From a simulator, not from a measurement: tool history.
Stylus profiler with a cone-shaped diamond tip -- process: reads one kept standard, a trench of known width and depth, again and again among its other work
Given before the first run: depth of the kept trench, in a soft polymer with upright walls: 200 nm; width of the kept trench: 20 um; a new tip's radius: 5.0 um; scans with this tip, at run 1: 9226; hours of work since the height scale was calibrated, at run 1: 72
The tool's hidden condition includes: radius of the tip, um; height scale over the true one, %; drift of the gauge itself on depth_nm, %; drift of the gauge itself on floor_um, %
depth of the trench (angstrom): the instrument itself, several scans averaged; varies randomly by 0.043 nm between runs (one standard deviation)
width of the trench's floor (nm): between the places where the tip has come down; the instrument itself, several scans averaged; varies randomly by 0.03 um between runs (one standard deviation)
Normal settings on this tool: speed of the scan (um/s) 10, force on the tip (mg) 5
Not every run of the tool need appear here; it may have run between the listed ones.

run,hour,speed of the scan (um/s),force on the tip (mg),scans with this tip,hours of work since the height scale was calibrated,depth of the trench (angstrom),width of the trench's floor (nm)
1,0,10,5,9226,72,2054.2,16660
2,48.8,5,5,9407,99,2054.8,16670
3,101.9,10,5,9603,129,2054.6,16610
4,217.3,10,5,10030,193,2054,16640
5,300.1,10,1.69,10337,239,2025.3,16520
6,369.5,10,1.69,10594,277,2025.4,16560
7,445.2,10,1.69,10874,319,2025.2,16560
8,525,10,1.69,11169,363,2025.1,16570
9,642.6,10,12.96,11605,428,2102.2,16580
10,738.8,11,5,11961,482,2054.1,16530
11,810.1,10,4.14,12225,521,2046.5,16490
12,927.2,10,4.14,12658,586,2045.8,16490
13,1002.8,10,4.14,12938,628,2045.7,16480
14,1114.7,10,5,13352,690,2052.4,16440
15,1173.7,10,5,13571,723,2051.7,16500
16,1249.6,10,6.03,13852,765,2059.2,16440
17,1356,10,6.03,14245,824,2059.1,16430
18,1471,10,6.03,14671,887,2058.5,16420
19,1539.3,10,10.24,14924,925,2085.1,16400
20,1634.5,10,2.3,15277,978,2028,16400
21,1712,10,2.3,15563,1021,2028.6,16370
22,1789.2,10,2.18,15849,1064,2027.6,16300
23,1842.4,7,1.92,16046,1093,2024,16330
24,1948.3,7,1.92,16438,1152,2023.5,16350
25,2035,26,4.41,16759,1200,2045.2,16220
# hour 2100.5: height scale calibrated on a step standard
26,2126,8,3.21,17094,14,2040.5,16260
27,2207.1,3,2.94,17394,59,2038.8,16320
28,2280.7,5,4.59,17667,100,2051.2,16290
29,2353,5,4.59,17934,140,2052.5,16280
30,2446.2,10,5,18279,192,2054.3,16220
31,2529.7,5,3.11,18589,238,2039.3,16260
32,2593.4,25,4.18,18824,273,2048.4,16160

Forecast run 33:
33,2700.8,22,5,19222,333,?,?

depth of the trench (angstrom): 2053.5
width of the trench's floor (nm): 16180
Were there no unlogged condition in the tool, this run, its random variation unchanged, would have produced depth of the trench (angstrom) 2054.7, width of the trench's floor (nm) 17160.
